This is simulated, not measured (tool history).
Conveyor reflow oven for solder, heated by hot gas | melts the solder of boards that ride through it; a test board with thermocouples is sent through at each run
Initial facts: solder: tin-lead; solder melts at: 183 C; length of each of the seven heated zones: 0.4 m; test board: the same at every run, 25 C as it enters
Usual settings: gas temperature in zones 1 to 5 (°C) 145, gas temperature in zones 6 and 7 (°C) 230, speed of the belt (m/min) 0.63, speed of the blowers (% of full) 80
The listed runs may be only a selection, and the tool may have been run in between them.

run,hour,gas temperature in zones 1 to 5 (°C),gas temperature in zones 6 and 7 (°C),speed of the belt (m/min),speed of the blowers (% of full),highest temperature of the board (°C),time above the solder's melting point (s)
1,0,145,230,0.63,80,216.3,59.4
2,6.9,139,230,0.63,80,215.2,56.6
3,15.4,139,230,0.63,80,214.7,56.3
4,22.7,139,230,0.63,80,214.7,56.5
5,29.3,145,230,0.63,80,215.8,59.4
6,38.2,153,230,0.63,80,217,64.5
7,48.5,153,230,0.63,80,217.5,64.2
8,58,145,230,0.519,80,221.5,78.2
9,70,145,230,0.519,80,221.2,77.8
10,75.2,138,230,0.519,80,220.1,74.6
# hour 85.9: flux residue cleaned out of gas plates and filters
11,85.9,145,230,0.63,80,218.3,61.8
12,97.5,130,243,0.591,77,229.1,68.1
13,104.6,145,230,0.63,59,213.3,56
14,115.7,145,229,0.63,80,217.4,61.6
15,124.5,145,230,0.63,80,218.2,61.7
16,136.1,154,228,0.718,80,214.1,54.3
17,141.9,145,230,0.63,79,217.4,61.6
18,151.8,148,218,0.622,60,204.1,49.2
19,159.8,148,218,0.622,60,203.7,49.3
20,166.9,135,237,0.701,80,219.7,52.5
21,179.1,135,237,0.701,80,219.3,52.2
22,191,135,237,0.701,80,219.3,52.2

What if the next run were any one of these 5? Each begins from the tool's condition after run 22:
A,201.4,135,222,0.701,80,?,?
B,201.4,137,223,0.701,71,?,?
C,201.4,154,230,0.577,88,?,?
D,201.4,142,230,0.63,80,?,?
E,201.4,148,237,0.604,51,?,?

run,highest temperature of the board (°C),time above the solder's melting point (s)
A,206.4,41.6
B,205.3,40.4
C,222.5,75
D,217.4,59.8
E,217.9,63.9
Had the tool no hidden state, the same runs would have come out as:
run,highest temperature of the board (°C),time above the solder's melting point (s)
A,206.3,41.2
B,205.2,40
C,222.3,74.1
D,217.3,59.2
E,217.5,62.9
